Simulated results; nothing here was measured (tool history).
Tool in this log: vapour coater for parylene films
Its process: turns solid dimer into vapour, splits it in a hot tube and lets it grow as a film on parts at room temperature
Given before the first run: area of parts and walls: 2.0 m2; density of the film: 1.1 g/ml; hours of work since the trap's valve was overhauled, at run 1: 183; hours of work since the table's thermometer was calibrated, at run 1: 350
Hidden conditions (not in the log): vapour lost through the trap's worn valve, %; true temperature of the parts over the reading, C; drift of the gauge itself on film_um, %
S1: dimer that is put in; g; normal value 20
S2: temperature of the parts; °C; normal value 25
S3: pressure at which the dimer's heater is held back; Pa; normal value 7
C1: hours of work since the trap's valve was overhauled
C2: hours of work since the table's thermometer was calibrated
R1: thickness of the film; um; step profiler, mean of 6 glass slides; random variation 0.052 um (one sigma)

| run | hour | S1 | S2 | S3 | C1 | C2 | R1 |
|---|---|---|---|---|---|---|---|
| 1 | 0 | 20 | 25 | 7 | 183 | 350 | 5.84 |
| 2 | 53.3 | 20 | 25 | 7 | 217 | 385 | 5.67 |
| 3 | 92.2 | 20 | 27 | 7 | 242 | 410 | 5.17 |
| 4 | 116.9 | 20 | 27 | 7 | 258 | 426 | 5.19 |
| 5 | 171.6 | 20 | 27 | 7 | 294 | 461 | 5 |
| 6 | 206.4 | 20 | 27 | 7 | 316 | 483 | 5.11 |
| 7 | 257.8 | 20 | 27 | 7 | 349 | 517 | 4.99 |
| 8 | 297.2 | 16 | 32 | 2.39 | 375 | 542 | 3.94 |
| 9 | 342.3 | 16 | 24 | 10.34 | 404 | 571 | 4.16 |
|  | 390.8 | trap's valve overhauled |
| 10 | 390.8 | 16 | 24 | 10.34 | 0 | 600 | 4.78 |
| 11 | 415.3 | 19 | 26 | 8.94 | 16 | 616 | 5.27 |
| 12 | 469.4 | 20 | 23 | 5.86 | 51 | 650 | 6.88 |
| 13 | 520.4 | 20 | 23 | 5.86 | 84 | 683 | 6.88 |

Results for each run, recomputed without the tool's hidden state and with each run's random variation untouched:
| run | R1 |
|---|---|
| 1 | 6.08 |
| 2 | 5.97 |
| 3 | 5.49 |
| 4 | 5.53 |
| 5 | 5.39 |
| 6 | 5.55 |
| 7 | 5.48 |
| 8 | 4.36 |
| 9 | 4.65 |
| 10 | 4.65 |
| 11 | 5.14 |
| 12 | 6.79 |
| 13 | 6.85 |
